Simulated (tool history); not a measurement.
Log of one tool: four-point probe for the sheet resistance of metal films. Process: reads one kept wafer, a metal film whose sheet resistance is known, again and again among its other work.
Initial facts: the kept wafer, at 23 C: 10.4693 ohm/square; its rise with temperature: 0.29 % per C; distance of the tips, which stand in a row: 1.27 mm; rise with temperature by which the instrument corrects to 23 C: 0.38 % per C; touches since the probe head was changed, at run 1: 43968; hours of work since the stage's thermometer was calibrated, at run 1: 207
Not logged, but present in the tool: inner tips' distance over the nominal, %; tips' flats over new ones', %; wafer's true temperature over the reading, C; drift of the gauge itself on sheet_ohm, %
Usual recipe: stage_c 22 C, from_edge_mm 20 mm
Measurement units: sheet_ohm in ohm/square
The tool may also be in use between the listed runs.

run,hour,stage_c,from_edge_mm,touches since the probe head was changed,hours of work since the stage's thermometer was calibrated,sheet_ohm
1,0,22,20,43968,207,10.510189
2,23.6,22,4,45177,225,11.028059
3,48.2,22,4,46441,244,11.02834
4,90.1,22,4,48584,275,11.03269
5,130.9,35,20,50676,306,10.402738
6,154.9,35,20,51908,325,10.40312
7,190.6,35,35,53736,352,10.38911
8,222.1,28,20,55350,376,10.473183
9,249.1,22,45,56736,396,10.509507
10,269.8,22,45,57797,412,10.510863
11,293,22,45,58984,430,10.512728
12,329,22,20,60833,457,10.532126
13,367.3,22,20,62795,486,10.537738
# hour 390.3: new probe head fitted
14,408,27,20,906,516,10.485913
15,451.6,27,20,3142,550,10.484153
16,474.5,22,15,4315,567,10.55443
17,508.6,25,15,6061,593,10.529797
18,533.5,22,20,7339,612,10.540089
19,570.6,22,25,9241,640,10.534627
20,610.6,35,20,11288,670,10.427176
21,648.5,31,20,13231,699,10.465515
22,676.1,24,20,14646,720,10.530826
23,714.6,24,20,16622,750,10.533716
24,751.4,29,35,18506,778,10.478159
25,785.9,29,35,20273,804,10.476602
26,815.3,29,35,21784,826,10.479497
27,839.1,30,4,23001,844,11.000355
28,879.4,30,4,25069,875,11.005462
29,900.4,32,22,26143,891,10.468528
30,934.5,20,7,27891,917,10.745169
31,973.2,19,20,29877,946,10.595885
32,1002,21,20,31349,968,10.58622
33,1045.3,24,4,33568,1001,11.072729
34,1071.2,24,4,34900,1021,11.079301
35,1107.7,21,4,36771,1049,11.110883
36,1140,18,8,38425,1073,10.743557
37,1169,21,10,39909,1095,10.664622
38,1204.1,21,10,41708,1122,10.665186
39,1245.9,21,10,43854,1154,10.666555
40,1289.2,29,11,46073,1187,10.579079
41,1306.8,29,11,46976,1200,10.584117
42,1350.2,29,11,49200,1233,10.582907
43,1377.3,31,3,50589,1254,11.40695
44,1403.8,27,5,51946,1274,10.884645

Here are 5 independent what-if runs from the current tool condition. What would each one return?
A,1428.9,25,32,53230,1293,?
B,1428.9,26,9,53230,1293,?
C,1428.9,30,4,53230,1293,?
D,1428.9,22,10,53230,1293,?
E,1428.9,25,7,53230,1293,?

run,sheet_ohm
A,10.559945
B,10.654449
C,11.043494
D,10.668022
E,10.732573
Had the tool no hidden state, the same runs would have come out as:
run,sheet_ohm
A,10.458818
B,10.552519
C,10.938297
D,10.565811
E,10.629911
